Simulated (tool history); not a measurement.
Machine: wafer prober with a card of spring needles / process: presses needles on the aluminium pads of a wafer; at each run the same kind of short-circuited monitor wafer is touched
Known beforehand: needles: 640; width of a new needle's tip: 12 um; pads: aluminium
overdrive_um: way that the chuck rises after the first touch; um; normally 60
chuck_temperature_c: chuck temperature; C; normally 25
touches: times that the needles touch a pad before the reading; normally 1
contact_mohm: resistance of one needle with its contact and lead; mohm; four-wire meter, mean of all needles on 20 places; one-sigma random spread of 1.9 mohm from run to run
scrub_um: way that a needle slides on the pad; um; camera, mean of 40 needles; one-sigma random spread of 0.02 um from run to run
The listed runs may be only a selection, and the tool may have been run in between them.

{"run": 1, "hour": 0.0, "overdrive_um": 60, "chuck_temperature_c": 25, "touches": 1, "contact_mohm": 219, "scrub_um": 11.95}
{"run": 2, "hour": 26.3, "overdrive_um": 60, "chuck_temperature_c": 25, "touches": 1, "contact_mohm": 248, "scrub_um": 11.94}
{"hour": 33.6, "done": "tips cleaned on abrasive film"}
{"run": 3, "hour": 62.6, "overdrive_um": 60, "chuck_temperature_c": 27, "touches": 1, "contact_mohm": 253, "scrub_um": 11.93}
{"hour": 72.0, "done": "tips cleaned on abrasive film"}
{"hour": 110.3, "done": "tips cleaned on abrasive film"}
{"run": 4, "hour": 113.6, "overdrive_um": 60, "chuck_temperature_c": 25, "touches": 1, "contact_mohm": 213, "scrub_um": 11.91}
{"hour": 149.1, "done": "tips cleaned on abrasive film"}
{"run": 5, "hour": 153.4, "overdrive_um": 60, "chuck_temperature_c": 25, "touches": 1, "contact_mohm": 219, "scrub_um": 11.92}
{"run": 6, "hour": 185.6, "overdrive_um": 60, "chuck_temperature_c": 25, "touches": 1, "contact_mohm": 248, "scrub_um": 11.89}
{"hour": 189.2, "done": "tips cleaned on abrasive film"}
{"hour": 199.7, "done": "height of the first contact set anew"}
{"run": 7, "hour": 223.1, "overdrive_um": 60, "chuck_temperature_c": 25, "touches": 1, "contact_mohm": 248, "scrub_um": 12.13}
{"hour": 228.6, "done": "tips cleaned on abrasive film"}
{"run": 8, "hour": 253.9, "overdrive_um": 60, "chuck_temperature_c": 25, "touches": 1, "contact_mohm": 246, "scrub_um": 12.12}
{"hour": 267.6, "done": "tips cleaned on abrasive film"}
{"hour": 305.8, "done": "tips cleaned on abrasive film"}
{"run": 9, "hour": 306.7, "overdrive_um": 60, "chuck_temperature_c": 25, "touches": 1, "contact_mohm": 208, "scrub_um": 12.09}
{"hour": 345.3, "done": "tips cleaned on abrasive film"}
{"run": 10, "hour": 346.7, "overdrive_um": 60, "chuck_temperature_c": 25, "touches": 1, "contact_mohm": 208, "scrub_um": 12.04}
{"hour": 384.4, "done": "tips cleaned on abrasive film"}
{"run": 11, "hour": 388.7, "overdrive_um": 60, "chuck_temperature_c": 25, "touches": 2, "contact_mohm": 207, "scrub_um": 12.1}
{"hour": 423.5, "done": "tips cleaned on abrasive film"}
{"run": 12, "hour": 423.5, "overdrive_um": 60, "chuck_temperature_c": 25, "touches": 1, "contact_mohm": 201, "scrub_um": 12.1}
{"run": 13, "hour": 454.0, "overdrive_um": 60, "chuck_temperature_c": 25, "touches": 1, "contact_mohm": 251, "scrub_um": 12.06}
{"hour": 461.7, "done": "tips cleaned on abrasive film"}
{"hour": 501.4, "done": "tips cleaned on abrasive film"}
{"run": 14, "hour": 501.4, "overdrive_um": 60, "chuck_temperature_c": 25, "touches": 1, "contact_mohm": 207, "scrub_um": 12.04}
{"run": 15, "hour": 538.6, "overdrive_um": 46, "chuck_temperature_c": 25, "touches": 1, "contact_mohm": 286, "scrub_um": 9.22}
{"hour": 540.9, "done": "tips cleaned on abrasive film"}
{"run": 16, "hour": 567.5, "overdrive_um": 60, "chuck_temperature_c": 25, "touches": 1, "contact_mohm": 248, "scrub_um": 12.03}
{"hour": 580.9, "done": "tips cleaned on abrasive film"}
{"run": 17, "hour": 592.2, "overdrive_um": 60, "chuck_temperature_c": 25, "touches": 1, "contact_mohm": 232, "scrub_um": 12.04}
{"run": 18, "hour": 616.9, "overdrive_um": 76, "chuck_temperature_c": 44, "touches": 2, "contact_mohm": 226, "scrub_um": 15.27}
{"hour": 619.3, "done": "tips cleaned on abrasive film"}
{"run": 19, "hour": 645.2, "overdrive_um": 76, "chuck_temperature_c": 44, "touches": 2, "contact_mohm": 225, "scrub_um": 15.25}
{"hour": 658.0, "done": "tips cleaned on abrasive film"}
{"run": 20, "hour": 682.9, "overdrive_um": 45, "chuck_temperature_c": 123, "touches": 2, "contact_mohm": 266, "scrub_um": 8.96}
{"hour": 696.8, "done": "tips cleaned on abrasive film"}
{"run": 21, "hour": 705.9, "overdrive_um": 45, "chuck_temperature_c": 123, "touches": 2, "contact_mohm": 249, "scrub_um": 8.97}
{"run": 22, "hour": 729.5, "overdrive_um": 67, "chuck_temperature_c": 36, "touches": 2, "contact_mohm": 225, "scrub_um": 13.41}
{"hour": 736.7, "done": "tips cleaned on abrasive film"}
{"hour": 776.4, "done": "tips cleaned on abrasive film"}
{"run": 23, "hour": 780.4, "overdrive_um": 56, "chuck_temperature_c": 25, "touches": 1, "contact_mohm": 215, "scrub_um": 11.21}
{"run": 24, "hour": 805.0, "overdrive_um": 46, "chuck_temperature_c": 25, "touches": 2, "contact_mohm": 249, "scrub_um": 9.17}
{"hour": 816.1, "done": "tips cleaned on abrasive film"}
{"hour": 854.5, "done": "tips cleaned on abrasive film"}
{"run": 25, "hour": 854.5, "overdrive_um": 46, "chuck_temperature_c": 25, "touches": 2, "contact_mohm": 210, "scrub_um": 9.15}
{"hour": 895.2, "done": "tips cleaned on abrasive film"}
{"run": 26, "hour": 902.5, "overdrive_um": 43, "chuck_temperature_c": 27, "touches": 1, "contact_mohm": 248, "scrub_um": 8.52}
{"hour": 936.4, "done": "tips cleaned on abrasive film"}
{"run": 27, "hour": 938.9, "overdrive_um": 80, "chuck_temperature_c": 41, "touches": 1, "contact_mohm": 208, "scrub_um": 15.99}
{"run": 28, "hour": 967.9, "overdrive_um": 80, "chuck_temperature_c": 41, "touches": 1, "contact_mohm": 238, "scrub_um": 16}
{"hour": 975.2, "done": "tips cleaned on abrasive film"}
{"run": 29, "hour": 994.6, "overdrive_um": 80, "chuck_temperature_c": 40, "touches": 1, "contact_mohm": 230, "scrub_um": 16.01}
{"hour": 1013.8, "done": "tips cleaned on abrasive film"}
{"run": 30, "hour": 1024.5, "overdrive_um": 80, "chuck_temperature_c": 87, "touches": 1, "contact_mohm": 237, "scrub_um": 16.01}
{"hour": 1053.2, "done": "tips cleaned on abrasive film"}
{"run": 31, "hour": 1066.2, "overdrive_um": 45, "chuck_temperature_c": 35, "touches": 1, "contact_mohm": 258, "scrub_um": 8.91}
{"hour": 1094.4, "done": "tips cleaned on abrasive film"}
{"run": 32, "hour": 1112.1, "overdrive_um": 45, "chuck_temperature_c": 34, "touches": 3, "contact_mohm": 227, "scrub_um": 8.9}

Below, some changes in contact_mohm between adjacent runs. For each, the amount present without the hidden state too (settings, incoming material, random variation) and the amount remaining for the hidden state with gauge scatter not shared by both compared results:
The hidden state here: debris on the tips, nm; way that the needles fall short of the set height, um; tips' diameter, um; drift of the gauge itself on contact_mohm, %; drift of the gauge itself on scrub_um, %.
Run 12 -> 13: no setting changed, nothing entered. contact_mohm +50 mohm: hidden state +47, all else +3.
Run 13 -> 14: tips cleaned on abrasive film, tips cleaned on abrasive film. contact_mohm -44 mohm: hidden state -45, all else +1.
Run 14 -> 15: overdrive_um 60 -> 46. contact_mohm +79 mohm: hidden state +77, all else +2.
